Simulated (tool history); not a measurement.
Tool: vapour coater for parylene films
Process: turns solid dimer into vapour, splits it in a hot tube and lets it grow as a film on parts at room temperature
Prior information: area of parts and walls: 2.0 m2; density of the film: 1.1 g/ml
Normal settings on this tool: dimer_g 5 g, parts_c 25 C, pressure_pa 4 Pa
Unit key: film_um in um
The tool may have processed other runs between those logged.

run 1 hour=0 | dimer_g=5 parts_c=25 pressure_pa=4 | film_um=1.59
run 2 hour=26 | dimer_g=5 parts_c=25 pressure_pa=4 | film_um=1.59
-- hour=42.7 trap's valve overhauled
run 3 hour=42.9 | dimer_g=5 parts_c=25 pressure_pa=4 | film_um=1.51
run 4 hour=70 | dimer_g=5 parts_c=31 pressure_pa=4 | film_um=1.33
run 5 hour=85.5 | dimer_g=5 parts_c=31 pressure_pa=4 | film_um=1.36
run 6 hour=114.8 | dimer_g=5 parts_c=31 pressure_pa=4 | film_um=1.31
run 7 hour=145.1 | dimer_g=5 parts_c=31 pressure_pa=4 | film_um=1.32
-- hour=173.1 trap's valve overhauled, once more
run 8 hour=175.1 | dimer_g=5 parts_c=31 pressure_pa=4 | film_um=1.57
run 9 hour=204.6 | dimer_g=5 parts_c=25 pressure_pa=4 | film_um=1.72
run 10 hour=235.2 | dimer_g=5 parts_c=25 pressure_pa=3.97 | film_um=1.68
run 11 hour=254.8 | dimer_g=5 parts_c=25 pressure_pa=4 | film_um=1.75
run 12 hour=280.6 | dimer_g=5 parts_c=25 pressure_pa=3.51 | film_um=1.72
run 13 hour=293.2 | dimer_g=5 parts_c=25 pressure_pa=3.51 | film_um=1.72
run 14 hour=319 | dimer_g=5 parts_c=25 pressure_pa=3.51 | film_um=1.73
run 15 hour=336.6 | dimer_g=5 parts_c=25 pressure_pa=3.51 | film_um=1.66
run 16 hour=353.6 | dimer_g=6 parts_c=25 pressure_pa=4 | film_um=2.04
run 17 hour=377.6 | dimer_g=6 parts_c=24 pressure_pa=6.18 | film_um=1.85
run 18 hour=391.2 | dimer_g=6 parts_c=35 pressure_pa=10.84 | film_um=1.34
run 19 hour=404.1 | dimer_g=6 parts_c=28 pressure_pa=10.84 | film_um=1.57
run 20 hour=428.1 | dimer_g=5 parts_c=21 pressure_pa=3.25 | film_um=1.79
run 21 hour=451.8 | dimer_g=5 parts_c=20 pressure_pa=3.25 | film_um=1.82
run 22 hour=470.6 | dimer_g=2 parts_c=29 pressure_pa=10.37 | film_um=0.54
run 23 hour=488.4 | dimer_g=7 parts_c=23 pressure_pa=2.5 | film_um=2.49
run 24 hour=518.4 | dimer_g=7 parts_c=23 pressure_pa=2.5 | film_um=2.45
-- hour=551.1 trap's valve overhauled
run 25 hour=552.3 | dimer_g=5 parts_c=36 pressure_pa=2.27 | film_um=1.55
run 26 hour=568.7 | dimer_g=5 parts_c=25 pressure_pa=6.16 | film_um=1.63
run 27 hour=594.3 | dimer_g=6 parts_c=20 pressure_pa=2.93 | film_um=2.4
run 28 hour=610.4 | dimer_g=2 parts_c=36 pressure_pa=2.6 | film_um=0.59
run 29 hour=632.9 | dimer_g=7 parts_c=22 pressure_pa=7.17 | film_um=2.28
run 30 hour=659 | dimer_g=7 parts_c=22 pressure_pa=7.17 | film_um=2.27
run 31 hour=677.8 | dimer_g=3 parts_c=25 pressure_pa=3.05 | film_um=1.01
run 32 hour=697.7 | dimer_g=5 parts_c=17 pressure_pa=4 | film_um=1.96

Difference, measured minus no-hidden-state, one row per run. Run-to-run variation is common to both terms; the gauge's own scatter need not be:
Hidden state present: vapour lost through the trap's worn valve, %; true temperature of the parts over the reading, C; drift of the gauge itself on film_um, %.
run=1 film_um=-0.22
run=2 film_um=-0.24
run=3 film_um=-0.27
run=4 film_um=-0.26
run=5 film_um=-0.27
run=6 film_um=-0.29
run=7 film_um=-0.29
run=8 film_um=-0.03
run=9 film_um=-0.05
run=10 film_um=-0.08
run=11 film_um=-0.09
run=12 film_um=-0.11
run=13 film_um=-0.11
run=14 film_um=-0.13
run=15 film_um=-0.14
run=16 film_um=-0.18
run=17 film_um=-0.18
run=18 film_um=-0.14
run=19 film_um=-0.17
run=20 film_um=-0.21
run=21 film_um=-0.24
run=22 film_um=-0.07
run=23 film_um=-0.37
run=24 film_um=-0.4
run=25 film_um=-0.05
run=26 film_um=-0.06
run=27 film_um=-0.1
run=28 film_um=-0.03
run=29 film_um=-0.13
run=30 film_um=-0.15
run=31 film_um=-0.08
run=32 film_um=-0.15
